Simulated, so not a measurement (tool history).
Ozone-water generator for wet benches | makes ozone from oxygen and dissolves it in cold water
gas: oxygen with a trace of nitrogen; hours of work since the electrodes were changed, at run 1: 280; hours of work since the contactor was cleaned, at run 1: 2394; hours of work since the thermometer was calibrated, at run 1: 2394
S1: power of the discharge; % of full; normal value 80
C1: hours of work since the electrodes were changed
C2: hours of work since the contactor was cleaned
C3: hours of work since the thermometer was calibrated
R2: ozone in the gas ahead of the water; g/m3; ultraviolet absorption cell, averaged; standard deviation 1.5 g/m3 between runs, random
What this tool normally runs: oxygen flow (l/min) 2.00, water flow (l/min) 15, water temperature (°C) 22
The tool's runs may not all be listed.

run 1 day=0.000 | S1=80 oxygen_flow_(l/min)=2.00 water_flow_(l/min)=15 water_temperature_(°C)=22 | C1=280 C2=2394 C3=2394 | dissolved_ozone_(ppm)=16.7 R2=274.0
run 2 day=1.775 | S1=80 oxygen_flow_(l/min)=2.00 water_flow_(l/min)=15 water_temperature_(°C)=22 | C1=312 C2=2427 C3=2427 | dissolved_ozone_(ppm)=16.8 R2=271.2
run 3 day=4.012 | S1=80 oxygen_flow_(l/min)=2.00 water_flow_(l/min)=15 water_temperature_(°C)=17 | C1=353 C2=2467 C3=2467 | dissolved_ozone_(ppm)=17.7 R2=272.5
run 4 day=6.304 | S1=80 oxygen_flow_(l/min)=2.00 water_flow_(l/min)=15 water_temperature_(°C)=17 | C1=394 C2=2509 C3=2509 | dissolved_ozone_(ppm)=17.4 R2=271.0
run 5 day=7.642 | S1=96 oxygen_flow_(l/min)=2.00 water_flow_(l/min)=15 water_temperature_(°C)=17 | C1=419 C2=2533 C3=2533 | dissolved_ozone_(ppm)=19.5 R2=305.2
run 6 day=10.758 | S1=96 oxygen_flow_(l/min)=2.00 water_flow_(l/min)=15 water_temperature_(°C)=17 | C1=475 C2=2590 C3=2590 | dissolved_ozone_(ppm)=19.3 R2=304.8
-- day=13.571 water thermometer calibrated
-- day=13.875 contactor cleaned
run 7 day=14.071 | S1=80 oxygen_flow_(l/min)=3.02 water_flow_(l/min)=15 water_temperature_(°C)=22 | C1=532 C2=4 C3=6 | dissolved_ozone_(ppm)=19.3 R2=234.6
run 8 day=16.000 | S1=80 oxygen_flow_(l/min)=3.02 water_flow_(l/min)=15 water_temperature_(°C)=22 | C1=567 C2=39 C3=41 | dissolved_ozone_(ppm)=19.1 R2=233.9
run 9 day=18.129 | S1=80 oxygen_flow_(l/min)=2.09 water_flow_(l/min)=15 water_temperature_(°C)=22 | C1=606 C2=77 C3=80 | dissolved_ozone_(ppm)=17.3 R2=265.8
run 10 day=20.925 | S1=80 oxygen_flow_(l/min)=2.09 water_flow_(l/min)=15 water_temperature_(°C)=22 | C1=657 C2=128 C3=131 | dissolved_ozone_(ppm)=17.2 R2=268.1
run 11 day=23.821 | S1=80 oxygen_flow_(l/min)=2.09 water_flow_(l/min)=15 water_temperature_(°C)=22 | C1=710 C2=181 C3=183 | dissolved_ozone_(ppm)=17.3 R2=266.3
run 12 day=25.533 | S1=80 oxygen_flow_(l/min)=2.00 water_flow_(l/min)=15 water_temperature_(°C)=22 | C1=741 C2=212 C3=215 | dissolved_ozone_(ppm)=17.2 R2=268.9
run 13 day=26.992 | S1=80 oxygen_flow_(l/min)=2.00 water_flow_(l/min)=15 water_temperature_(°C)=22 | C1=767 C2=239 C3=241 | dissolved_ozone_(ppm)=16.8 R2=268.8
run 14 day=29.421 | S1=80 oxygen_flow_(l/min)=2.00 water_flow_(l/min)=15 water_temperature_(°C)=22 | C1=812 C2=283 C3=285 | dissolved_ozone_(ppm)=16.9 R2=267.3
-- day=31.392 water thermometer calibrated, once more
run 15 day=31.554 | S1=74 oxygen_flow_(l/min)=2.00 water_flow_(l/min)=15 water_temperature_(°C)=22 | C1=850 C2=321 C3=3 | dissolved_ozone_(ppm)=16.3 R2=255.2
run 16 day=33.904 | S1=74 oxygen_flow_(l/min)=2.00 water_flow_(l/min)=15 water_temperature_(°C)=22 | C1=893 C2=364 C3=46 | dissolved_ozone_(ppm)=16.1 R2=252.8
run 17 day=36.858 | S1=74 oxygen_flow_(l/min)=1.21 water_flow_(l/min)=15 water_temperature_(°C)=22 | C1=947 C2=418 C3=100 | dissolved_ozone_(ppm)=13.5 R2=301.3
run 18 day=39.992 | S1=45 oxygen_flow_(l/min)=3.52 water_flow_(l/min)=15 water_temperature_(°C)=14 | C1=1004 C2=475 C3=157 | dissolved_ozone_(ppm)=15.6 R2=154.7

Run 19 is up next; what results do you expect?
run 19 day=43.058 | S1=45 oxygen_flow_(l/min)=2.93 water_flow_(l/min)=15 water_temperature_(°C)=14 | C1=1059 C2=531 C3=212 | dissolved_ozone_(ppm)=? R2=?

For run 19 the tool returned dissolved ozone (ppm) 14.5, R2 165.6 g/m3.
Had the tool carried no hidden state, the very same run would have given dissolved ozone (ppm) 15.1, R2 169.8 g/m3.

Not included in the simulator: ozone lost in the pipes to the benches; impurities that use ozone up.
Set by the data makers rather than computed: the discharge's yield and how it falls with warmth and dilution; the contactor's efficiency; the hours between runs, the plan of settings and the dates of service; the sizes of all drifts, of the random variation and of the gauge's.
